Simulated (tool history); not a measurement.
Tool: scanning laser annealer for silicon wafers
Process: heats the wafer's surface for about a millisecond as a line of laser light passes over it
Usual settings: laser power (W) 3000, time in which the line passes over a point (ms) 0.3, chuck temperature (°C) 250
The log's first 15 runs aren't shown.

run,hour,laser power (W),time in which the line passes over a point (ms),chuck temperature (°C),highest temperature of the surface (°C)
16,121.4,3000,0.3,250,954
17,126.1,3000,0.22,250,856
18,130.8,3000,0.22,250,857
19,138.3,3000,0.3,250,957
20,148.6,2660,0.313,275,891
21,159.3,2660,0.313,275,892
22,170.3,2660,0.313,275,892
23,180.9,2953,0.3,282,972
24,188.8,2953,0.251,282,916
25,194.1,2953,0.251,282,917
26,204.6,2953,0.251,282,916
27,215.3,2953,0.251,282,916
28,224.4,2953,0.251,282,913
29,228.9,2953,0.251,282,914
30,238.7,2953,0.251,282,912
31,247.2,3294,0.3,227,1020
32,257,3294,0.3,227,1021
33,267.1,3000,0.378,256,1043
34,272.7,3119,0.342,218,1005
35,281.6,3119,0.342,218,1003
36,290.3,3000,0.322,238,967
37,297.5,2914,0.266,282,917
38,304.1,2907,0.266,282,917

Forecast each of these 5 alternatives for the next run:
A,310.6,3124,0.3,250,?
B,310.6,2784,0.372,282,?
C,310.6,2927,0.3,231,?
D,310.6,3150,0.349,222,?
E,310.6,3000,0.313,260,?

run,highest temperature of the surface (°C)
A,990
B,989
C,910
D,1026
E,973
Without the tool's hidden state the same runs would have given:
run,highest temperature of the surface (°C)
A,1017
B,1014
C,935
D,1055
E,999
